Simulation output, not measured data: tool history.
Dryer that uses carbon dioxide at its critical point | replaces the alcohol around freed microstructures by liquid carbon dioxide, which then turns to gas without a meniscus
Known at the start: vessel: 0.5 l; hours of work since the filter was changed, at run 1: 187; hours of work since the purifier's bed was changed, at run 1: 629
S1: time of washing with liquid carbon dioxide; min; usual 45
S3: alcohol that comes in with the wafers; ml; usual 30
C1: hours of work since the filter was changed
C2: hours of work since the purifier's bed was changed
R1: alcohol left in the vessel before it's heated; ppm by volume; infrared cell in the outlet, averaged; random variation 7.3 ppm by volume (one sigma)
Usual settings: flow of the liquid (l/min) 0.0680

Run 1, hour 0.0: usual settings; C1 187; C2 629. Result: R1 620 ppm by volume.
Run 2, hour 37.7: usual settings but S3 49 ml; C1 215; C2 657. Result: R1 1076 ppm by volume.
Run 3, hour 76.2: usual settings; C1 244; C2 686. Result: R1 719 ppm by volume.
Run 4, hour 103.9: usual settings; C1 265; C2 707. Result: R1 744 ppm by volume.
Run 5, hour 129.2: usual settings; C1 284; C2 726. Result: R1 791 ppm by volume.
Run 6, hour 162.3: usual settings; C1 309; C2 751. Result: R1 826 ppm by volume.
Run 7, hour 179.6: usual settings; C1 322; C2 764. Result: R1 837 ppm by volume.
At hour 208.3: inlet filter changed.
Run 8, hour 208.3: usual settings; C1 0; C2 785. Result: R1 445 ppm by volume.
Run 9, hour 229.0: usual settings; C1 16; C2 801. Result: R1 466 ppm by volume.
Run 10, hour 254.0: usual settings but S1 70 min; C1 34; C2 819. Result: R1 113 ppm by volume.
Run 11, hour 283.8: usual settings but S1 52 min; C1 57; C2 842. Result: R1 265 ppm by volume.
Run 12, hour 304.8: usual settings but S3 22 ml; C1 73; C2 858. Result: R1 404 ppm by volume.
Run 13, hour 340.5: usual settings but S3 22 ml; C1 100; C2 885. Result: R1 420 ppm by volume.
Run 14, hour 377.1: usual settings but S3 22 ml; C1 127; C2 912. Result: R1 418 ppm by volume.
Run 15, hour 405.8: usual settings but S3 22 ml; C1 149; C2 934. Result: R1 465 ppm by volume.
Run 16, hour 442.9: usual settings but flow of the liquid (l/min) 0.0482; C1 177; C2 962. Result: R1 2324 ppm by volume.
Run 17, hour 472.0: usual settings but S1 40 min, flow of the liquid (l/min) 0.0938, S3 69 ml; C1 199; C2 984. Result: R1 462 ppm by volume.
Run 18, hour 489.3: usual settings but S1 30 min, flow of the liquid (l/min) 0.0830, S3 59 ml; C1 212; C2 997. Result: R1 2634 ppm by volume.
Run 19, hour 506.8: usual settings but flow of the liquid (l/min) 0.1057, S3 20 ml; C1 225; C2 1010. Result: R1 126 ppm by volume.
Run 20, hour 528.8: usual settings but S1 49 min, flow of the liquid (l/min) 0.0542, S3 70 ml; C1 242; C2 1027. Result: R1 2832 ppm by volume.
Run 21, hour 560.5: usual settings but S1 54 min, flow of the liquid (l/min) 0.0420; C1 266; C2 1050. Result: R1 2422 ppm by volume.
Run 22, hour 576.4: usual settings but S1 54 min, flow of the liquid (l/min) 0.0420; C1 278; C2 1062. Result: R1 2459 ppm by volume.
Run 23, hour 612.5: usual settings but S1 70 min, flow of the liquid (l/min) 0.1053, S3 77 ml; C1 305; C2 1090. Result: R1 118 ppm by volume.
Run 24, hour 633.0: usual settings but S1 37 min, S3 83 ml; C1 320; C2 1105. Result: R1 4376 ppm by volume.
Run 25, hour 658.4: usual settings but S1 54 min, S3 83 ml; C1 339; C2 1124. Result: R1 977 ppm by volume.

Forecast each of these 4 alternatives for the next run:
At hour 663.7: inlet filter changed.
Run A, hour 679.7: usual settings but S1 54 min, flow of the liquid (l/min) 0.0965, S3 83 ml; C1 12; C2 1140. Result: R1 ?.
At hour 663.7: inlet filter changed.
Run B, hour 679.7: usual settings but S1 54 min, flow of the liquid (l/min) 0.0744, S3 29 ml; C1 12; C2 1140. Result: R1 ?.
At hour 663.7: inlet filter changed.
Run C, hour 679.7: usual settings but S1 54 min, flow of the liquid (l/min) 0.0549, S3 83 ml; C1 12; C2 1140. Result: R1 ?.
At hour 663.7: inlet filter changed.
Run D, hour 679.7: usual settings but flow of the liquid (l/min) 0.0535; C1 12; C2 1140. Result: R1 ?.

run    R1
  A   150
  B   184
  C  1394
  D  1226
Without the tool's hidden state the same runs would have given:
run    R1
  A    32
  B    63
  C  1236
  D  1085
